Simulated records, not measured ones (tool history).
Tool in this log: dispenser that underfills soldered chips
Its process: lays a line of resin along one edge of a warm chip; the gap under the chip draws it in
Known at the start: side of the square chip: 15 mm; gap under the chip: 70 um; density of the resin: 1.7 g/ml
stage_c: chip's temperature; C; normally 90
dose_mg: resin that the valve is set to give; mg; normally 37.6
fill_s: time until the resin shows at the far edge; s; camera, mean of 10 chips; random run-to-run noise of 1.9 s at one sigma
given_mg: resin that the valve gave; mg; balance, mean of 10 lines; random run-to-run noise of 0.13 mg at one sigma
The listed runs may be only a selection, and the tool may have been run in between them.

run,hour,stage_c,dose_mg,fill_s,given_mg
1,0,90,37.6,309.8,37.3
# hour 4.2: new syringe of resin
2,4.4,90,37.6,190.2,37.44
3,7.1,90,37.6,222.8,37.24
4,10.9,90,37.6,274.1,37.17
5,13.3,90,37.6,320,37.04
# hour 17: new syringe of resin
6,17.3,90,40.3,182.6,39.73
7,19.6,90,40.3,212.4,39.79
8,23,90,40.3,259.7,39.75
9,25.3,90,40.3,298.8,39.72
10,28.1,96,40.3,300.3,39.69
# hour 29.8: new syringe of resin
11,33.3,96,40.3,190.2,39.35
12,35.7,96,40.3,219.9,39.16
13,38.2,96,40.3,257.3,39.47
14,40.2,96,40.3,283.9,39.33
# hour 42.5: new syringe of resin
15,44.3,90,37.6,206.8,36.79
16,46.5,90,48.5,231.2,47.34
17,50.1,90,48.5,281.2,47.03
18,53.9,90,48.5,353.5,47.15
# hour 55.1: new syringe of resin
19,59.1,81,41.2,304.2,39.74
20,61.9,98,35.2,237.9,33.91
21,65.4,98,35.2,278.4,33.78
# hour 67.7: new syringe of resin
22,69.6,94,37.8,185.8,36.27
23,73.7,94,41.2,232.8,39.69
24,75.8,94,41.2,265.9,39.55
25,79.2,99,38.1,287.6,36.29
# hour 80.3: new syringe of resin
26,83.1,99,38.1,172.2,36.55
27,86.7,82,33,363.5,31.4
28,90.7,77,41.1,502.4,39.2
# hour 92.9: new syringe of resin
29,94.8,77,41.1,301.4,39.2
30,98.7,77,41.1,374.4,38.83
31,100.8,77,41.1,425.5,38.97
# hour 105.6: new syringe of resin
32,105.7,96,33.2,170.4,31.16
33,110.1,96,47.8,199.4,45.32
34,112.3,96,42,230.6,39.58
35,116.9,99,33.8,300.6,31.58

Below are 4 alternative next runs, each starting from the tool's condition after run 35. Predict each:
# hour 118.2: new syringe of resin
A,120.1,99,48.6,?,?
# hour 118.2: new syringe of resin
B,120.1,99,46.6,?,?
# hour 118.2: new syringe of resin
C,120.1,83,48.1,?,?
# hour 118.2: new syringe of resin
D,120.1,103,32.2,?,?

run,fill_s,given_mg
A,153.9,45.41
B,153.5,43.86
C,243.7,45.21
D,154.4,30.1
Without the tool's unlogged condition, the same runs would have read:
run,fill_s,given_mg
A,139.7,48.48
B,139.2,46.83
C,221.2,48.27
D,136.8,32.13
